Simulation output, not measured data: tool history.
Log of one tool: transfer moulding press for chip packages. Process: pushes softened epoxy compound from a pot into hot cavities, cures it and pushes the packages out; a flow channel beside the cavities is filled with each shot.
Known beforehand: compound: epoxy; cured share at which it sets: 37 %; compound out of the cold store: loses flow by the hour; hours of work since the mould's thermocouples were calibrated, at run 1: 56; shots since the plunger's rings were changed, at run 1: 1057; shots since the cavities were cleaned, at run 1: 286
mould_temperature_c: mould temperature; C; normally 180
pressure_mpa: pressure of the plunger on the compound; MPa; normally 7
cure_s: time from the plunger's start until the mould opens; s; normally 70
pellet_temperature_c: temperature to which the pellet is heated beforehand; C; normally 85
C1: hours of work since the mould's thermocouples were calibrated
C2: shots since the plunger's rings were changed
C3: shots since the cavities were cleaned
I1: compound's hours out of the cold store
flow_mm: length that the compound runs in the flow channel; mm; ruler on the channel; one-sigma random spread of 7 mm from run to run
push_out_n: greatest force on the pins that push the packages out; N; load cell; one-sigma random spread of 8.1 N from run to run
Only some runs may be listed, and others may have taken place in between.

Run 1, hour 0: usual settings; C1 56; C2 1057; C3 286; I1 19. Result: flow_mm 861 mm, push_out_n 514 N.
Run 2, hour 8.4: usual settings; C1 60; C2 1139; C3 368; I1 32.1. Result: flow_mm 820 mm, push_out_n 547 N.
Run 3, hour 15.4: usual settings; C1 63; C2 1207; C3 436; I1 28.2. Result: flow_mm 830 mm, push_out_n 562 N.
Run 4, hour 27: usual settings; C1 69; C2 1320; C3 549; I1 13.6. Result: flow_mm 868 mm, push_out_n 614 N.
Run 5, hour 34.1: usual settings; C1 72; C2 1388; C3 617; I1 12.6. Result: flow_mm 880 mm, push_out_n 607 N.
Run 6, hour 39.3: usual settings; C1 74; C2 1439; C3 668; I1 41.6. Result: flow_mm 780 mm, push_out_n 562 N.
Run 7, hour 48.5: usual settings but mould_temperature_c 187 C; C1 78; C2 1529; C3 758; I1 47.6. Result: flow_mm 760 mm, push_out_n 385 N.
Run 8, hour 57.2: usual settings but pressure_mpa 7.98 MPa, pellet_temperature_c 90 C; C1 82; C2 1613; C3 842; I1 18.6. Result: flow_mm 905 mm, push_out_n 627 N.
At hour 66.5: cavities cleaned with cleaning compound and waxed.
Run 9, hour 67.5: usual settings but pressure_mpa 7.98 MPa, pellet_temperature_c 90 C; C1 86; C2 1699; C3 10; I1 10.5. Result: flow_mm 933 mm, push_out_n 420 N.
Run 10, hour 73: usual settings but mould_temperature_c 177 C, pressure_mpa 5.3 MPa; C1 89; C2 1751; C3 62; I1 9.2. Result: flow_mm 772 mm, push_out_n 558 N.
Run 11, hour 82: usual settings but mould_temperature_c 179 C, pressure_mpa 5.3 MPa, cure_s 98 s, pellet_temperature_c 80 C; C1 93; C2 1839; C3 150; I1 46.6. Result: flow_mm 680 mm, push_out_n 258 N.
Run 12, hour 92.2: usual settings but mould_temperature_c 179 C, pressure_mpa 8.2 MPa, cure_s 98 s, pellet_temperature_c 88 C; C1 97; C2 1938; C3 249; I1 20.9. Result: flow_mm 901 mm, push_out_n 276 N.
Run 13, hour 97.2: usual settings but pressure_mpa 6.82 MPa, pellet_temperature_c 80 C; C1 100; C2 1987; C3 298; I1 47.9. Result: flow_mm 758 mm, push_out_n 483 N.
Run 14, hour 103.6: usual settings but mould_temperature_c 179 C, pressure_mpa 5.66 MPa, cure_s 97 s, pellet_temperature_c 93 C; C1 103; C2 2049; C3 360; I1 16.2. Result: flow_mm 767 mm, push_out_n 303 N.

3 options for the next run, each taken on its own from the tool as it stands now. Forecast them:
Run A, hour 114.2: usual settings but mould_temperature_c 179 C, pressure_mpa 5.41 MPa, cure_s 57 s, pellet_temperature_c 94 C; C1 107; C2 2152; C3 463; I1 13.4. Result: flow_mm ?, push_out_n ?.
Run B, hour 114.2: usual settings but mould_temperature_c 179 C, pressure_mpa 5.66 MPa, cure_s 58 s, pellet_temperature_c 93 C; C1 107; C2 2152; C3 463; I1 9.9. Result: flow_mm ?, push_out_n ?.
Run C, hour 114.2: usual settings but cure_s 65 s, pellet_temperature_c 87 C; C1 107; C2 2152; C3 463; I1 47.7. Result: flow_mm ?, push_out_n ?.

run  flow_mm  push_out_n
  A      760        1031
  B      792        1017
  C      761         622
Had the tool no hidden state, the same runs would have come out as:
run  flow_mm  push_out_n
  A      790         709
  B      823         701
  C      791         425
